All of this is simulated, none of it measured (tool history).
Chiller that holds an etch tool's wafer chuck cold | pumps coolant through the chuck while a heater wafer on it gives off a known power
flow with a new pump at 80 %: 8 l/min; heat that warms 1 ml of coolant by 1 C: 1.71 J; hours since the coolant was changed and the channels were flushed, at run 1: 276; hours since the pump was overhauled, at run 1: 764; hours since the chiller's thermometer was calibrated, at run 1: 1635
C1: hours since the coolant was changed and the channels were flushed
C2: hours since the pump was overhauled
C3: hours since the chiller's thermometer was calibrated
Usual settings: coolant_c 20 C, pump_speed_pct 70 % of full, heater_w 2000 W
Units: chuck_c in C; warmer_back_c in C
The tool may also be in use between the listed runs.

run 1 hour=0.0 | coolant_c=20 pump_speed_pct=70 heater_w=2000 | C1=276 C2=764 C3=1635 | chuck_c=37.4 warmer_back_c=10.07
run 2 hour=20.2 | coolant_c=20 pump_speed_pct=70 heater_w=2000 | C1=297 C2=784 C3=1655 | chuck_c=37.4 warmer_back_c=10.18
run 3 hour=39.4 | coolant_c=20 pump_speed_pct=70 heater_w=2000 | C1=316 C2=804 C3=1674 | chuck_c=37.2 warmer_back_c=10.17
run 4 hour=65.9 | coolant_c=20 pump_speed_pct=93 heater_w=2000 | C1=342 C2=830 C3=1701 | chuck_c=34.2 warmer_back_c=7.49
run 5 hour=96.7 | coolant_c=20 pump_speed_pct=93 heater_w=2000 | C1=373 C2=861 C3=1732 | chuck_c=34.4 warmer_back_c=7.45
run 6 hour=114.5 | coolant_c=20 pump_speed_pct=70 heater_w=2297 | C1=391 C2=879 C3=1749 | chuck_c=39.9 warmer_back_c=11.65
run 7 hour=133.6 | coolant_c=20 pump_speed_pct=70 heater_w=2297 | C1=410 C2=898 C3=1768 | chuck_c=40.0 warmer_back_c=11.63
run 8 hour=150.4 | coolant_c=20 pump_speed_pct=70 heater_w=2297 | C1=427 C2=915 C3=1785 | chuck_c=40.2 warmer_back_c=11.74
run 9 hour=176.6 | coolant_c=20 pump_speed_pct=70 heater_w=2297 | C1=453 C2=941 C3=1811 | chuck_c=39.9 warmer_back_c=11.61
run 10 hour=197.0 | coolant_c=20 pump_speed_pct=70 heater_w=1179 | C1=474 C2=961 C3=1832 | chuck_c=30.1 warmer_back_c=6.00
run 11 hour=216.9 | coolant_c=20 pump_speed_pct=70 heater_w=1179 | C1=493 C2=981 C3=1852 | chuck_c=30.2 warmer_back_c=5.95
run 12 hour=231.8 | coolant_c=20 pump_speed_pct=87 heater_w=2000 | C1=508 C2=996 C3=1867 | chuck_c=34.8 warmer_back_c=8.01
run 13 hour=254.2 | coolant_c=20 pump_speed_pct=70 heater_w=1435 | C1=531 C2=1018 C3=1889 | chuck_c=32.5 warmer_back_c=7.29
run 14 hour=268.1 | coolant_c=20 pump_speed_pct=70 heater_w=1407 | C1=545 C2=1032 C3=1903 | chuck_c=32.1 warmer_back_c=7.17
run 15 hour=286.0 | coolant_c=20 pump_speed_pct=70 heater_w=2000 | C1=562 C2=1050 C3=1921 | chuck_c=37.5 warmer_back_c=10.13
run 16 hour=304.4 | coolant_c=20 pump_speed_pct=70 heater_w=2000 | C1=581 C2=1069 C3=1939 | chuck_c=37.3 warmer_back_c=10.23
run 17 hour=320.1 | coolant_c=20 pump_speed_pct=67 heater_w=2310 | C1=597 C2=1084 C3=1955 | chuck_c=40.7 warmer_back_c=12.32
run 18 hour=333.5 | coolant_c=20 pump_speed_pct=70 heater_w=1529 | C1=610 C2=1098 C3=1968 | chuck_c=33.0 warmer_back_c=7.78
run 19 hour=361.5 | coolant_c=20 pump_speed_pct=70 heater_w=2516 | C1=638 C2=1126 C3=1996 | chuck_c=41.9 warmer_back_c=12.81
run 20 hour=379.7 | coolant_c=29 pump_speed_pct=70 heater_w=1795 | C1=656 C2=1144 C3=2015 | chuck_c=44.4 warmer_back_c=9.18
run 21 hour=395.1 | coolant_c=19 pump_speed_pct=89 heater_w=2000 | C1=672 C2=1159 C3=2030 | chuck_c=33.9 warmer_back_c=7.85
run 22 hour=409.1 | coolant_c=19 pump_speed_pct=89 heater_w=2000 | C1=686 C2=1173 C3=2044 | chuck_c=33.9 warmer_back_c=7.90
run 23 hour=435.2 | coolant_c=24 pump_speed_pct=86 heater_w=2000 | C1=712 C2=1199 C3=2070 | chuck_c=39.1 warmer_back_c=8.12
run 24 hour=464.7 | coolant_c=23 pump_speed_pct=70 heater_w=1510 | C1=741 C2=1229 C3=2100 | chuck_c=36.4 warmer_back_c=7.76
run 25 hour=478.0 | coolant_c=22 pump_speed_pct=77 heater_w=1258 | C1=754 C2=1242 C3=2113 | chuck_c=32.1 warmer_back_c=5.84
run 26 hour=498.9 | coolant_c=22 pump_speed_pct=99 heater_w=1310 | C1=775 C2=1263 C3=2134 | chuck_c=30.8 warmer_back_c=4.64
run 27 hour=522.0 | coolant_c=22 pump_speed_pct=99 heater_w=1596 | C1=798 C2=1286 C3=2157 | chuck_c=33.0 warmer_back_c=5.62
run 28 hour=543.7 | coolant_c=25 pump_speed_pct=71 heater_w=1649 | C1=820 C2=1308 C3=2179 | chuck_c=39.2 warmer_back_c=8.23
run 29 hour=561.4 | coolant_c=14 pump_speed_pct=70 heater_w=1339 | C1=838 C2=1326 C3=2196 | chuck_c=25.6 warmer_back_c=6.84
run 30 hour=579.9 | coolant_c=14 pump_speed_pct=70 heater_w=1339 | C1=856 C2=1344 C3=2215 | chuck_c=25.6 warmer_back_c=6.88
run 31 hour=606.3 | coolant_c=11 pump_speed_pct=70 heater_w=2000 | C1=883 C2=1370 C3=2241 | chuck_c=28.6 warmer_back_c=10.25
run 32 hour=631.1 | coolant_c=11 pump_speed_pct=89 heater_w=2000 | C1=908 C2=1395 C3=2266 | chuck_c=25.9 warmer_back_c=7.96

The same runs without the tool's hidden state, with the same run-to-run variation:
The hidden state here: heat passed by the chuck's channels, % of clean ones'; flow at a given pump speed, % of a new pump's; coolant's true temperature over the reading, C; drift of the gauge itself on chuck_c, C; drift of the gauge itself on warmer_back_c, C.
run=1 warmer_back_c=10.05
run=2 warmer_back_c=10.16
run=3 warmer_back_c=10.15
run=4 warmer_back_c=7.48
run=5 warmer_back_c=7.43
run=6 warmer_back_c=11.61
run=7 warmer_back_c=11.59
run=8 warmer_back_c=11.70
run=9 warmer_back_c=11.56
run=10 warmer_back_c=5.97
run=11 warmer_back_c=5.92
run=12 warmer_back_c=7.98
run=13 warmer_back_c=7.26
run=14 warmer_back_c=7.14
run=15 warmer_back_c=10.07
run=16 warmer_back_c=10.18
run=17 warmer_back_c=12.25
run=18 warmer_back_c=7.74
run=19 warmer_back_c=12.73
run=20 warmer_back_c=9.11
run=21 warmer_back_c=7.79
run=22 warmer_back_c=7.85
run=23 warmer_back_c=8.06
run=24 warmer_back_c=7.70
run=25 warmer_back_c=5.79
run=26 warmer_back_c=4.60
run=27 warmer_back_c=5.58
run=28 warmer_back_c=8.16
run=29 warmer_back_c=6.78
run=30 warmer_back_c=6.81
run=31 warmer_back_c=10.15
run=32 warmer_back_c=7.88
chuck_c: within 0.1 C of the measured result in every run.

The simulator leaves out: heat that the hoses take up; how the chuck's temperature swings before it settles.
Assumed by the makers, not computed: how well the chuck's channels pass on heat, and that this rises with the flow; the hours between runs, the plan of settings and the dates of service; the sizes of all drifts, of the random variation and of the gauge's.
